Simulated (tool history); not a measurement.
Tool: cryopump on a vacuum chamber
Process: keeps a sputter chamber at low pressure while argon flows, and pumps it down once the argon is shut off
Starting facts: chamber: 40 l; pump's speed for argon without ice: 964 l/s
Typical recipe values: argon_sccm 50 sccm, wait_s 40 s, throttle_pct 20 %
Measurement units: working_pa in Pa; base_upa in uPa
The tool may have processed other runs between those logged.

run    hour  argon_sccm  wait_s  throttle_pct  working_pa  base_upa
  1       0          50      40            20      0.4446      6.65
        7.5  -- leaking fittings of the chamber tightened, without venting
  2    74.6          50      40            20      0.4448      4.29
  3   155.3          50      40            20      0.4493      4.31
  4   225.1          50      40            20       0.454      4.41
  5   306.1          50      40            20      0.4613       4.5
  6   382.7          50      40            38      0.2551      4.79
  7     428          50      40            22       0.433      4.73
  8   493.7          50      40            22      0.4359       4.9
  9   563.6          50      40            22      0.4446         5
      629.2  -- pump warmed up, emptied and cooled again
 10   634.3          50      40            20      0.4413       4.8
 11   675.6          50      40            18      0.4936      4.62
 12   748.8          50      40            18      0.4982       4.9
 13   813.6          50      40            18      0.5013      4.95
 14   891.8          50      40            23      0.3994      4.94
 15     933          50      40            23      0.4025      5.22
 16   975.7          20      29            23      0.1613      6.81
 17  1021.4          20      29            23      0.1632       6.8
 18  1112.9          64      40            20      0.6048      5.63
 19  1205.8          50     235            46       0.232      2.83
     1256.3  -- pump warmed up, emptied and cooled again
 20  1271.9          50     235            34      0.2583      2.17
 21  1345.8          50      30            20       0.447      6.59
 22  1403.6          50      30            20      0.4522      6.75
 23  1476.2          31     100            23      0.2452      3.28
 24  1547.3          31     100            23      0.2487      3.64
 25  1612.5          31     100            23      0.2508      3.83
 26  1679.1          23     128            52      0.0913      3.71
 27  1727.2          21     128            21      0.1893      3.82
 28  1783.6          21     128            21      0.1917      3.88
 29  1861.5          26      40            28      0.1864      6.79

Alternative continuations, all from the tool just after run 29; predict every row:
       1884  -- pump warmed up, emptied and cooled again
  A  1940.9          32     171            28           ?         ?
       1884  -- pump warmed up, emptied and cooled again
  B  1940.9          36      31            19           ?         ?
       1884  -- pump warmed up, emptied and cooled again
  C  1940.9          26      79            17           ?         ?

run  working_pa  base_upa
  A      0.2038      3.07
  B      0.3387       7.1
  C      0.2706      4.15
The same runs, with their run-to-run variation unchanged, on a tool lacking any hidden condition would have given:
run  working_pa  base_upa
  A      0.1999       1.2
  B      0.3343       5.2
  C      0.2675      2.25
